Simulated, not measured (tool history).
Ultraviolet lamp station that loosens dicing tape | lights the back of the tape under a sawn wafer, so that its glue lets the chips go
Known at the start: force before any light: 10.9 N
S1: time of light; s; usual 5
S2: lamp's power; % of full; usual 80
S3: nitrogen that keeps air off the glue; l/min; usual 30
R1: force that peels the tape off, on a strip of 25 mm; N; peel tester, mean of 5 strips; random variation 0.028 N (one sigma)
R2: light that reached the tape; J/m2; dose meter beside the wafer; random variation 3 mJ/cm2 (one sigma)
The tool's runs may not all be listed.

run,hour,S1,S2,S3,R1,R2
1,0.0,5,80,30,1.620,4160
2,33.5,5,80,14,2.466,4040
3,65.2,5,80,14,2.566,4010
4,96.5,5,80,30,1.711,3990
5,145.9,5,80,10,3.020,3840
6,170.8,5,80,31,1.734,3810
7,193.9,5,80,30,1.797,3810
8,231.4,5,80,30,1.938,3700
9,257.0,5,80,30,1.930,3690
# hour 272.4: window cleaned of glue's vapour
10,289.0,8,80,30,0.879,5630
11,313.6,8,80,30,0.882,5570
12,341.2,8,80,30,0.948,5450
13,373.8,5,80,30,2.226,3350
14,396.4,8,80,30,0.983,5380
15,419.0,8,80,30,1.024,5310
# hour 447.2: window cleaned of glue's vapour, once more
16,461.7,5,80,30,1.974,3570
17,501.5,5,62,23,3.419,2730
18,524.2,5,85,30,1.908,3660
19,550.8,6,91,39,1.122,4630
20,585.6,2,80,17,6.416,1330
21,614.4,10,98,57,0.343,8060
22,663.5,10,98,57,0.333,7880
23,688.4,2,67,14,7.472,1030
24,713.4,2,67,14,7.334,1070
25,735.2,3,86,35,4.053,1980
# hour 749.9: window cleaned of glue's vapour
26,760.7,4,83,51,2.587,2580
27,791.9,4,83,51,2.647,2590
28,827.7,4,83,51,2.709,2540
29,869.0,6,72,52,1.878,3180
30,911.0,9,82,30,0.936,5330

The next listed run, before its measurement:
31,935.5,2,64,58,?,?

R1: 6.506 N
R2: 870 J/m2
Without the tool's hidden state the same run would have given R1 4.862 N, R2 1390 J/m2.
